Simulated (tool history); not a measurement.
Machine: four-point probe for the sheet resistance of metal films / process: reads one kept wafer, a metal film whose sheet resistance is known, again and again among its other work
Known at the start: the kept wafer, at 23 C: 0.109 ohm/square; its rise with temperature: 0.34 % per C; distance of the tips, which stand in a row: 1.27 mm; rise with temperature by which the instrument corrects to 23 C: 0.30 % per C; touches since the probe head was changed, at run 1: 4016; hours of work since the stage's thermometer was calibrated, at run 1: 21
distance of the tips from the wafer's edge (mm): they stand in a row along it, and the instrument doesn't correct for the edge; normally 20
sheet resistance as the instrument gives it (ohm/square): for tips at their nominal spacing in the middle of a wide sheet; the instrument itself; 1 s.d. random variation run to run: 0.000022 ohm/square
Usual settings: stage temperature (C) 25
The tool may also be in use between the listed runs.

run,day,stage temperature (C),distance of the tips from the wafer's edge (mm),touches since the probe head was changed,hours of work since the stage's thermometer was calibrated,sheet resistance as the instrument gives it (ohm/square)
1,0,25,20,4016,21,0.108902
2,4.708,25,20,5645,86,0.108925
3,8.05,25,20,6800,132,0.108963
4,12.258,25,20,8256,190,0.108931
5,18.312,25,20,10350,273,0.108966
6,23.508,25,20,12147,345,0.109028
7,27.688,25,24,13593,402,0.108972
8,31.917,25,24,15055,461,0.108968
9,35.512,30,20,16300,510,0.109246
10,41.317,25,20,18308,590,0.109064
11,45.475,25,20,19745,647,0.109079
12,50.767,25,20,21576,720,0.1091
# day 51.2: stage's thermometer calibrated
13,53.329,25,29,22456,29,0.10902
14,56.2,25,29,23448,69,0.109
15,62.388,18,70,25588,154,0.108653
16,65.088,32,3,26523,191,0.118721
17,69.688,32,3,28115,255,0.118752
# day 70.196: stage's thermometer calibrated, once more
18,75.175,25,69,30006,69,0.108945
19,81.217,26,30,32095,152,0.109062
20,85.125,33,25,33447,206,0.109419
21,91.125,30,53,35522,288,0.109157
22,95.012,21,18,36867,342,0.109056
23,98.725,19,37,38151,393,0.108764
24,104.375,25,19,40105,471,0.109249
25,109.883,22,6,42010,547,0.111442
26,113.371,19,13,43217,595,0.109349

Run 27, settings as shown, results not yet in. Your forecast:
27,118.183,23,23,44882,661,?

{"run 27": {"sheet resistance as the instrument gives it (ohm/square)": 0.109127}}
Take away the tool's hidden state, keep the run-to-run variation as it was, and the same run would have given sheet resistance as the instrument gives it (ohm/square) 0.109178.
